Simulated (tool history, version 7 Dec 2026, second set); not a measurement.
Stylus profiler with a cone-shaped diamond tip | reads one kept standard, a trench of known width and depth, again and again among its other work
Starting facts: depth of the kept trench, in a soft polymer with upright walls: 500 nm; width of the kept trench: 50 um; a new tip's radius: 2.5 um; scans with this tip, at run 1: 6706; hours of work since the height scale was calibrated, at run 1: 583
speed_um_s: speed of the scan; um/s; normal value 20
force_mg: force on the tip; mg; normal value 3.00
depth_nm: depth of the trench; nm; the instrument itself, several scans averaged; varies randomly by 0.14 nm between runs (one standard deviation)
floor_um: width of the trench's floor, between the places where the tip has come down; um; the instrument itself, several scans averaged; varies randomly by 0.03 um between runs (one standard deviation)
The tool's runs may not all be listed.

run,hour,speed_um_s,force_mg,scans with this tip,hours of work since the height scale was calibrated,depth_nm,floor_um
1,0.0,20,3.00,6706,583,510.62,46.57
2,11.5,20,3.00,6796,591,510.75,46.58
3,30.2,20,3.00,6942,603,510.75,46.61
4,49.5,20,3.00,7093,616,510.68,46.51
5,72.0,20,3.00,7269,632,510.90,46.55
6,85.1,20,5.64,7371,641,515.78,46.55
7,94.7,20,5.64,7446,647,515.49,46.57
8,116.7,19,5.64,7618,662,515.58,46.57
9,131.4,19,5.64,7733,672,515.72,46.52
10,146.7,19,5.64,7853,683,516.04,46.57
11,155.9,20,3.00,7924,689,510.74,46.49
12,176.0,20,3.27,8082,702,511.57,46.49
13,198.1,20,3.27,8255,717,511.55,46.52
14,216.6,20,3.27,8399,730,511.49,46.43
15,227.0,20,1.16,8481,737,506.56,46.40
16,237.0,11,2.20,8559,744,508.99,46.46
17,257.5,6,1.19,8719,758,506.54,46.44
18,269.4,55,5.25,8812,766,515.27,46.42
19,283.8,55,5.25,8924,776,515.45,46.44
20,293.3,6,6.55,8999,782,517.38,46.49
21,304.4,22,5.09,9086,790,514.95,46.40
22,321.7,12,5.09,9221,801,515.06,46.50
23,332.5,42,6.76,9305,809,518.15,46.40
24,344.1,42,6.76,9396,817,517.93,46.41
25,359.1,9,1.53,9513,827,507.79,46.44
26,376.8,31,1.49,9652,839,507.74,46.33
27,395.7,20,2.27,9799,852,509.87,46.36
28,408.1,58,5.67,9897,860,516.30,46.30

A few steps of depth_nm between consecutive runs. Split each: what settings, incoming material and random variation would produce without the hidden state, and what is left over for the hidden state, along with gauge scatter present in only one of the two compared results (measured, and without hidden state):
Hidden conditions of the tool in this case: radius of the tip, um; height scale over the true one, %; drift of the gauge itself on depth_nm, %; drift of the gauge itself on floor_um, %.
Run 2 -> 3: nothing adjusted, nothing logged. depth_nm +0.00 nm: hidden state +0.04, all else -0.04.
Run 17 -> 18: speed_um_s 6 -> 55, force_mg 1.19 -> 5.25. depth_nm +8.73 nm: hidden state +0.05, all else +8.68.
Run 24 -> 25: speed_um_s 42 -> 9, force_mg 6.76 -> 1.53. depth_nm -10.14 nm: hidden state +0.00, all else -10.14.
